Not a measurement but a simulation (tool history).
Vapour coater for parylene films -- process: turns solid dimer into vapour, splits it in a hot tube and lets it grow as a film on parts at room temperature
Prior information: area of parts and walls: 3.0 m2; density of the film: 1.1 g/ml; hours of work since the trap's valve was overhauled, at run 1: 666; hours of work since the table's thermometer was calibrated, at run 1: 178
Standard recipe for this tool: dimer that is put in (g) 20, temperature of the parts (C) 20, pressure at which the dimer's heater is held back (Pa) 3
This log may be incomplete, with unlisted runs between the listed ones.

run	day	dimer that is put in (g)	temperature of the parts (C)	pressure at which the dimer's heater is held back (Pa)	hours of work since the trap's valve was overhauled	hours of work since the table's thermometer was calibrated	thickness of the film (µm)
1	0	20	20	3	666	178	5.04
2	1.467	20	20	3	685	197	5.06
# day 1.758: trap's valve overhauled
3	2.375	20	20	3	8	207	5.06
4	3.683	20	14	3	25	224	5.99
5	4.717	20	14	3	39	238	5.91
6	5.504	20	20	4.66	50	248	4.75
7	6.129	20	20	3	58	256	4.99
8	6.829	20	20	3	67	266	5.02
9	7.721	20	20	3	79	277	5.1
10	8.854	20	20	3	94	292	5.09
11	10.212	20	20	3	112	310	5.02
12	10.904	20	20	3	121	319	5.06
13	12.217	20	20	3	138	337	5.1
14	13.325	20	20	3	153	351	5.08
15	13.988	20	20	3	162	360	5.05
16	15.471	20	20	2.03	181	380	5.33
17	16.992	20	20	2.03	201	400	5.42
18	17.675	20	20	2.03	210	409	5.41
19	18.504	20	20	2.03	221	420	5.37
20	19.829	20	20	2.03	239	437	5.46
21	20.512	20	20	4.75	248	446	4.76
22	21.875	20	20	4.75	266	464	4.69
23	22.95	20	20	4.75	280	479	4.66
24	23.588	20	14	2.72	288	487	5.91
25	24.562	22	20	2.05	301	500	6.01
26	25.65	26	20	3	316	514	6.56
27	26.742	26	20	3	330	529	6.59
28	28.192	26	20	3	349	548	6.57
29	29.271	26	20	3	364	562	6.58
30	30.012	26	20	3	373	572	6.58
31	31.2	9	17	10.49	389	588	2.06
32	32.546	20	15	2.76	407	605	5.98
33	34.021	15	20	2.37	426	625	3.91
34	35.358	15	20	2.37	444	643	3.96
35	36.55	21	20	3	460	658	5.33
36	37.529	21	20	3	473	671	5.35
37	38.154	20	19	3.13	481	680	5.16
38	38.804	20	19	3	490	688	5.26
39	40.175	19	15	3	508	706	5.64
40	41.696	18	12	7.5	528	726	5.37
41	42.442	23	18	3	538	736	6.39
42	43.458	18	26	2.42	551	750	3.7
43	44.875	18	26	2.42	570	768	3.74
44	45.967	19	20	3	584	783	4.8
45	47.358	19	20	3	603	801	4.78
46	48.025	29	17	8.76	611	810	6.92

Each row is a separate what-if for the run after 46, all from the same tool condition, not one after another. Results?
A	49.054	15	20	3	625	824	?
B	49.054	29	20	8.76	625	824	?
C	49.054	25	15	4.15	625	824	?

run	thickness of the film (µm)
A	3.81
B	6.12
C	7.26
With no hidden state in the tool, these same runs would have given:
run	thickness of the film (µm)
A	3.82
B	6.14
C	7.28
